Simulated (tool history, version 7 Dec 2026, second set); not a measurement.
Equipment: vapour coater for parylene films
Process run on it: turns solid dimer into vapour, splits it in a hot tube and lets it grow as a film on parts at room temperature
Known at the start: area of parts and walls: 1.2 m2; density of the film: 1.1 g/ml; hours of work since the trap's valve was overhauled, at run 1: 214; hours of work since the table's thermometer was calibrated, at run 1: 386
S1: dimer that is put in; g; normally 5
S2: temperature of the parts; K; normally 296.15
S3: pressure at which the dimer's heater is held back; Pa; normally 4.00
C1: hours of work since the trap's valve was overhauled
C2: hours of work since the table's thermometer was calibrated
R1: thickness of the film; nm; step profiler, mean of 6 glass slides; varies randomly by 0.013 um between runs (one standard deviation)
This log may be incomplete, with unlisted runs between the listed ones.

run     day  S1      S2     S3   C1    C2    R1
  1   0.000   5  296.15   4.00  214   386  1820
  2   1.012   5  296.15   4.00  232   403  1830
  3   2.896   5  296.15   4.00  265   436  1820
  4   3.692   5  296.15   4.00  279   451  1830
  5   5.162   5  296.15   4.00  305   476  1820
  6   6.854   5  296.15   4.00  334   506  1810
  7   7.925   5  296.15   4.00  353   525  1770
      8.667  -- trap's valve overhauled
  8   9.812   5  289.15   4.00   20   555  2210
  9  10.733   5  289.15   4.00   36   571  2230
 10  11.817   5  289.15   4.00   55   591  2210
 11  12.679   5  289.15   4.00   71   606  2190
 12  13.542   5  289.15   4.00   86   621  2200
 13  15.454   5  289.15   4.00  119   655  2220
 14  17.208   5  289.15   4.00  150   685  2200
 15  18.992   5  296.15   4.00  182   717  1850
 16  20.904   5  296.15   4.00  215   750  1830
 17  22.783   5  296.15   4.00  248   783  1810
 18  24.267   5  307.15   4.00  274   810  1380
 19  26.188   5  307.15   4.28  308   843  1360
 20  27.362   5  296.15   5.90  329   864  1630
 21  29.012   5  296.15   9.44  358   893  1440
     29.442  -- trap's valve overhauled
 22  30.712   5  296.15   9.44   22   920  1510
 23  31.821   7  296.15   9.44   42   940  2140
 24  33.700   6  300.15   8.45   75   973  1720
 25  34.662   3  300.15   4.23   92   990  1000
 26  35.954   6  294.15   5.03  115  1012  2210
 27  37.554   6  294.15   5.03  143  1040  2240
     37.683  -- table's thermometer calibrated
 28  38.900   4  305.15   5.76  166    21  1090
 29  40.742   4  305.15   5.76  198    54  1100
 30  41.717   4  305.15   5.76  215    71  1090
 31  43.038   5  305.15  11.18  238    94  1140
 32  44.367   3  306.15   2.48  262   118   950
 33  45.912   3  306.15   2.48  289   145   940
 34  47.612   4  296.15   2.15  319   175  1690
     48.188  -- table's thermometer calibrated, once more
 35  48.533   4  296.15   2.15  334     6  1710
 36  49.900   5  290.15   3.21  358    30  2220
     50.404  -- trap's valve overhauled
 37  51.538   3  293.15   3.21   20    56  1290
 38  52.600   3  293.15   3.21   39    75  1300
 39  53.783   3  293.15   3.21   59    96  1290
 40  55.583   5  293.15   2.91   91   127  2200
 41  56.462   5  293.15   2.91  107   143  2170
 42  57.708   5  296.15   2.11  129   165  2190
 43  59.112   7  298.15   4.00  153   189  2510
 44  60.038   7  298.15   4.00  170   206  2470
 45  61.233   8  301.15   9.20  191   227  2110
 46  62.129   3  289.15   7.67  206   242  1130

Alternative continuations, all from the tool just after run 46; predict every row:
  A  63.667   7  296.15  4.00  233  269   ?
  B  63.667   3  289.15  6.57  233  269   ?
  C  63.667   3  289.15  6.52  233  269   ?
  D  63.667   4  289.15  2.87  233  269   ?
  E  63.667   7  301.15  4.75  233  269   ?

run    R1
  A  2600
  B  1150
  C  1180
  D  1910
  E  2160
Without the tool's unlogged condition, the same runs would have read:
run    R1
  A  2690
  B  1200
  C  1220
  D  1980
  E  2250
